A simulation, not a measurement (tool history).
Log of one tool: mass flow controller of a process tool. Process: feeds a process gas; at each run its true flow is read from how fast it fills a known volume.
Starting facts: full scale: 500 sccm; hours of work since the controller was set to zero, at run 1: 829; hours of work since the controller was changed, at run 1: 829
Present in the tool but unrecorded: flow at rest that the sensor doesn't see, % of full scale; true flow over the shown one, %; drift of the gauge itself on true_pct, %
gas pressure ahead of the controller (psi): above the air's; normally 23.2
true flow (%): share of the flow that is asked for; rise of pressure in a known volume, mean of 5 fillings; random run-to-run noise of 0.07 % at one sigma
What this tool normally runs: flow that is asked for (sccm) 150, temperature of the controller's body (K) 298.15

run,hour,flow that is asked for (sccm),gas pressure ahead of the controller (psi),temperature of the controller's body (K),hours of work since the controller was set to zero,hours of work since the controller was changed,true flow (%)
1,0,150,23.2,298.15,829,829,98.48
2,184.6,150,23.2,298.15,886,886,98.65
3,305.1,150,23.2,298.15,923,923,98.85
4,399.4,150,23.2,298.15,952,952,98.8
5,506.5,150,23.2,298.15,984,984,98.99
6,664.3,150,24.7,298.15,1033,1033,99.11
7,739.8,150,24.7,294.15,1056,1056,99.63
8,911.1,150,23.2,299.15,1108,1108,99.15
9,996.6,150,23.2,295.15,1135,1135,99.57
10,1172.6,150,23.2,295.15,1189,1189,99.89
11,1358.3,150,23.2,308.15,1245,1245,98.91
12,1448.2,116,23.2,308.15,1273,1273,98.84
# hour 1515.1: gauge calibrated
13,1543.4,116,23.2,308.15,1302,1302,97.56
14,1706.6,150,33.8,294.15,1352,1352,99.22
15,1866.8,200,23.2,296.15,1401,1401,99.24
16,2033.7,200,23.2,296.15,1452,1452,99.34
17,2115.6,200,23.2,296.15,1478,1478,99.4
18,2232.9,104,20.5,298.15,1514,1514,98.94
19,2412.6,150,22.3,298.15,1569,1569,99.34
20,2521.1,150,22.3,307.15,1602,1602,98.62
21,2702.8,150,22.3,307.15,1657,1657,98.81

Each run again, without the hidden state but with its own random variation kept:
run,true flow (%)
1,98.48
2,98.48
3,98.58
4,98.44
5,98.53
6,98.52
7,98.97
8,98.34
9,98.68
10,98.85
11,97.71
12,97.57
13,97.53
14,99.05
15,98.93
16,98.87
17,98.86
18,98.3
19,98.54
20,97.73
21,97.77
